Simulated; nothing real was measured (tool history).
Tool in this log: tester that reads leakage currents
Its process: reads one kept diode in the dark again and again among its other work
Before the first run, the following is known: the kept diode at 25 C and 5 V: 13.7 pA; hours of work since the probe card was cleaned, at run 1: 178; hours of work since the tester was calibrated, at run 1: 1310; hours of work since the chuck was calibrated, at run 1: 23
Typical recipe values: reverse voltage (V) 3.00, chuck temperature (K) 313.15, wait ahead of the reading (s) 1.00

run     day  reverse voltage (V)  chuck temperature (K)  wait ahead of the reading (s)  hours of work since the probe card was cleaned  hours of work since the tester was calibrated  hours of work since the chuck was calibrated  current that the tester gives (pA)
  1   0.000                 3.00                 313.15                           1.00                                             178                                           1310                                            23                               33.50
  2   2.017                 6.39                 313.15                           1.00                                             213                                           1345                                            58                               48.74
  3   3.512                 6.39                 313.15                           1.00                                             239                                           1371                                            84                               49.25
  4   4.667                 6.39                 313.15                           1.00                                             259                                           1391                                           104                               49.80
  5   6.300                 6.39                 313.15                           1.00                                             287                                           1419                                           132                               50.22
  6   7.750                 1.62                 313.15                           1.00                                             312                                           1444                                           157                               26.03
  7   9.517                 1.62                 313.15                           1.00                                             342                                           1474                                           187                               26.09
  8  11.129                 3.00                 322.15                           1.00                                             370                                           1502                                           215                               63.98
  9  12.492                 3.00                 322.15                           1.00                                             394                                           1526                                           239                               64.59
 10  15.158                 3.00                 313.15                           7.48                                             440                                           1572                                           285                               36.14
 11  17.904                 3.00                 313.15                           7.48                                             487                                           1619                                           332                               36.45
 12  19.138                 3.00                 313.15                           7.48                                             508                                           1640                                           353                               37.12
 13  21.042                 3.00                 313.15                           7.48                                             541                                           1673                                           386                               37.19
 14  23.533                 3.00                 313.15                           7.48                                             584                                           1716                                           429                               37.55
 15  25.292                 3.00                 313.15                           2.72                                             614                                           1746                                           459                               37.94
 16  27.721                 3.00                 313.15                           2.72                                             656                                           1788                                           501                               38.45
     29.638  -- chuck's temperature calibrated
 17  29.921                 3.00                 313.15                           1.00                                             692                                           1824                                             5                               35.00
 18  31.975                 3.00                 313.15                           1.00                                             728                                           1860                                            40                               35.14
 19  33.554                 3.00                 313.15                           7.37                                             755                                           1887                                            67                               35.46
 20  35.725                 3.00                 312.15                           1.00                                             793                                           1924                                           105                               33.91
 21  37.600                 3.00                 312.15                           1.00                                             825                                           1957                                           137                               34.51
 22  39.812                 6.15                 299.15                           0.63                                             863                                           1995                                           175                               24.36
 23  41.796                 6.15                 299.15                           0.63                                             897                                           2029                                           209                               24.73
 24  43.475                 1.89                 294.15                           6.70                                             926                                           2058                                           238                                8.97
 25  44.650                 1.89                 294.15                           6.70                                             946                                           2078                                           259                                8.87
 26  47.000                 2.18                 294.15                           3.09                                             987                                           2119                                           299                               10.02
 27  49.650                 2.18                 294.15                           3.09                                            1032                                           2164                                           345                               10.23
 28  51.583                 1.53                 317.15                           2.65                                            1066                                           2198                                           378                               35.81
 29  53.221                 3.00                 308.15                           1.00                                            1094                                           2226                                           406                               29.08
 30  54.896                 1.60                 313.15                           1.00                                            1123                                           2255                                           435                               29.11
 31  57.538                 1.60                 313.15                           1.00                                            1168                                           2300                                           481                               29.31
 32  58.762                 3.00                 305.15                           1.00                                            1189                                           2321                                           502                               25.05
     60.550  -- chuck's temperature calibrated
 33  61.362                10.57                 309.15                           3.67                                            1233                                           2365                                            14                               59.60
 34  63.404                 1.02                 295.15                           2.41                                            1268                                           2400                                            49                                6.75
 35  64.721                 3.00                 313.15                           2.52                                            1291                                           2423                                            72                               37.28
 36  66.450                 3.00                 313.15                           0.91                                            1320                                           2452                                           102                               38.14
 37  68.817                15.38                 323.15                           6.81                                            1361                                           2493                                           142                              163.48
 38  71.562                10.36                 324.15                           0.58                                            1409                                           2541                                           190                              144.47
 39  73.762                 2.12                 295.15                           2.32                                            1447                                           2578                                           228                               11.37
 40  74.912                 2.12                 295.15                           2.32                                            1466                                           2598                                           247                               11.42

Measured result minus the same run's result without the hidden state. Both carry the same run-to-run variation, though not necessarily the same gauge scatter:
Hidden conditions of the tool in this case: stray current of the dirty probe card, pA a volt; current scale over the true one, %; true chuck temperature over the reading, C; drift of the gauge itself on leakage_pa, %.
run  current that the tester gives (pA)
  1                               +0.41
  2                               +1.66
  3                               +2.11
  4                               +2.49
  5                               +3.00
  6                               +1.15
  7                               +1.38
  8                               +3.33
  9                               +3.74
 10                               +3.28
 11                               +3.82
 12                               +4.09
 13                               +4.44
 14                               +4.88
 15                               +5.22
 16                               +5.70
 17                               +1.97
 18                               +2.35
 19                               +2.67
 20                               +3.06
 21                               +3.46
 22                               +6.75
 23                               +7.12
 24                               +2.38
 25                               +2.47
 26                               +3.00
 27                               +3.19
 28                               +4.23
 29                               +5.82
 30                               +4.32
 31                               +4.68
 32                               +6.29
 33                              +14.95
 34                               +1.52
 35                               +4.65
 36                               +4.97
 37                              +26.85
 38                              +20.44
 39                               +3.94
 40                               +4.01
